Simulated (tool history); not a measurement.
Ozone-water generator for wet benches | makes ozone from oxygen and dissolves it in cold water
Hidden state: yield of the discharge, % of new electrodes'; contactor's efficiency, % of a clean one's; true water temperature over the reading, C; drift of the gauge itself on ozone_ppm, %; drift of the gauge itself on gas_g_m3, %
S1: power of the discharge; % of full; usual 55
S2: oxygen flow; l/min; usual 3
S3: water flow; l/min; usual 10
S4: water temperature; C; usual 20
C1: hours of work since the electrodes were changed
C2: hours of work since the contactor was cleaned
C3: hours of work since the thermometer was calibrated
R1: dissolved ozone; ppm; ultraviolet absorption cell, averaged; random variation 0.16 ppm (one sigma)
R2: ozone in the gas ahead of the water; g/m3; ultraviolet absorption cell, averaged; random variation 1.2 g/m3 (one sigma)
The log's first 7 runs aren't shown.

{"run": 8, "hour": 208.9, "S1": 55, "S2": 3, "S3": 10, "S4": 20, "C1": 1041, "C2": 4303, "C3": 3842, "R1": 20.6, "R2": 210.2}
{"run": 9, "hour": 228.0, "S1": 55, "S2": 3, "S3": 10, "S4": 20, "C1": 1057, "C2": 4319, "C3": 3858, "R1": 20.7, "R2": 210.5}
{"run": 10, "hour": 255.4, "S1": 55, "S2": 3, "S3": 10, "S4": 20, "C1": 1080, "C2": 4342, "C3": 3881, "R1": 20.5, "R2": 210.5}
{"run": 11, "hour": 279.0, "S1": 54, "S2": 3, "S3": 10, "S4": 20, "C1": 1100, "C2": 4362, "C3": 3901, "R1": 20.3, "R2": 207.1}
{"run": 12, "hour": 296.6, "S1": 55, "S2": 3, "S3": 10, "S4": 26, "C1": 1115, "C2": 4377, "C3": 3916, "R1": 18.8, "R2": 209.2}
{"run": 13, "hour": 318.3, "S1": 55, "S2": 3.63, "S3": 10, "S4": 20, "C1": 1133, "C2": 4395, "C3": 3934, "R1": 20, "R2": 185.5}
{"hour": 343.4, "done": "water thermometer calibrated"}
{"run": 14, "hour": 354.8, "S1": 96, "S2": 3, "S3": 10, "S4": 20, "C1": 1163, "C2": 4425, "C3": 10, "R1": 29.6, "R2": 305.3}
{"run": 15, "hour": 394.7, "S1": 55, "S2": 3, "S3": 10, "S4": 20, "C1": 1196, "C2": 4458, "C3": 43, "R1": 20.6, "R2": 211.1}
{"run": 16, "hour": 436.4, "S1": 55, "S2": 3, "S3": 10, "S4": 20, "C1": 1231, "C2": 4493, "C3": 78, "R1": 20.5, "R2": 209.8}
{"run": 17, "hour": 465.6, "S1": 44, "S2": 3.46, "S3": 8, "S4": 20, "C1": 1255, "C2": 4517, "C3": 102, "R1": 20.3, "R2": 165.8}
{"run": 18, "hour": 506.2, "S1": 44, "S2": 3.46, "S3": 8, "S4": 20, "C1": 1289, "C2": 4551, "C3": 136, "R1": 20.4, "R2": 165.4}
{"run": 19, "hour": 535.2, "S1": 43, "S2": 3.83, "S3": 7, "S4": 23, "C1": 1313, "C2": 4575, "C3": 160, "R1": 20, "R2": 151.7}
{"run": 20, "hour": 566.8, "S1": 43, "S2": 4.93, "S3": 7, "S4": 14, "C1": 1340, "C2": 4602, "C3": 187, "R1": 22.4, "R2": 129.5}
{"run": 21, "hour": 589.1, "S1": 43, "S2": 4.93, "S3": 7, "S4": 14, "C1": 1358, "C2": 4620, "C3": 205, "R1": 22.4, "R2": 128}
{"run": 22, "hour": 618.4, "S1": 47, "S2": 4.93, "S3": 6, "S4": 14, "C1": 1383, "C2": 4645, "C3": 230, "R1": 25.6, "R2": 137.1}
{"run": 23, "hour": 658.4, "S1": 47, "S2": 5.19, "S3": 9, "S4": 16, "C1": 1416, "C2": 4678, "C3": 263, "R1": 18.9, "R2": 131.4}
{"run": 24, "hour": 693.6, "S1": 47, "S2": 5.19, "S3": 9, "S4": 16, "C1": 1446, "C2": 4708, "C3": 292, "R1": 19.1, "R2": 132.5}
{"run": 25, "hour": 731.4, "S1": 54, "S2": 3, "S3": 7, "S4": 16, "C1": 1477, "C2": 4739, "C3": 324, "R1": 28.4, "R2": 206.3}
{"run": 26, "hour": 770.7, "S1": 71, "S2": 3.88, "S3": 9, "S4": 17, "C1": 1510, "C2": 4772, "C3": 357, "R1": 26.2, "R2": 210.3}
{"run": 27, "hour": 807.6, "S1": 55, "S2": 2.73, "S3": 10, "S4": 23, "C1": 1541, "C2": 4803, "C3": 388, "R1": 19.5, "R2": 223.4}
{"run": 28, "hour": 844.5, "S1": 45, "S2": 3, "S3": 7, "S4": 20, "C1": 1572, "C2": 4834, "C3": 418, "R1": 23.1, "R2": 181.9}
{"run": 29, "hour": 867.9, "S1": 45, "S2": 3, "S3": 7, "S4": 20, "C1": 1591, "C2": 4853, "C3": 438, "R1": 23.5, "R2": 183}
{"run": 30, "hour": 886.8, "S1": 45, "S2": 3.21, "S3": 7, "S4": 20, "C1": 1607, "C2": 4869, "C3": 454, "R1": 22.7, "R2": 176.2}
{"run": 31, "hour": 923.0, "S1": 45, "S2": 3.42, "S3": 7, "S4": 14, "C1": 1637, "C2": 4899, "C3": 484, "R1": 25.3, "R2": 168.9}
{"run": 32, "hour": 965.3, "S1": 45, "S2": 3.42, "S3": 7, "S4": 14, "C1": 1673, "C2": 4935, "C3": 519, "R1": 25, "R2": 168.5}

Forecast each of these 5 alternatives for the next run:
{"run": "A", "hour": 1007.3, "S1": 45, "S2": 3.42, "S3": 15, "S4": 20, "C1": 1708, "C2": 4970, "C3": 554, "R1": "?", "R2": "?"}
{"run": "B", "hour": 1007.3, "S1": 89, "S2": 3, "S3": 10, "S4": 20, "C1": 1708, "C2": 4970, "C3": 554, "R1": "?", "R2": "?"}
{"run": "C", "hour": 1007.3, "S1": 45, "S2": 3.42, "S3": 7, "S4": 17, "C1": 1708, "C2": 4970, "C3": 554, "R1": "?", "R2": "?"}
{"run": "D", "hour": 1007.3, "S1": 55, "S2": 1.54, "S3": 10, "S4": 20, "C1": 1708, "C2": 4970, "C3": 554, "R1": "?", "R2": "?"}
{"run": "E", "hour": 1007.3, "S1": 88, "S2": 3, "S3": 10, "S4": 20, "C1": 1708, "C2": 4970, "C3": 554, "R1": "?", "R2": "?"}

run=A R1=12.1 R2=168.9
run=B R1=28 R2=285.9
run=C R1=24.1 R2=167.7
run=D R1=21.4 R2=324.9
run=E R1=27.8 R2=285.6
Without the tool's hidden state the same runs would have given:
run=A R1=13.1 R2=172.4
run=B R1=30.4 R2=295.9
run=C R1=25.7 R2=171.2
run=D R1=23 R2=333.1
run=E R1=30.2 R2=295.6

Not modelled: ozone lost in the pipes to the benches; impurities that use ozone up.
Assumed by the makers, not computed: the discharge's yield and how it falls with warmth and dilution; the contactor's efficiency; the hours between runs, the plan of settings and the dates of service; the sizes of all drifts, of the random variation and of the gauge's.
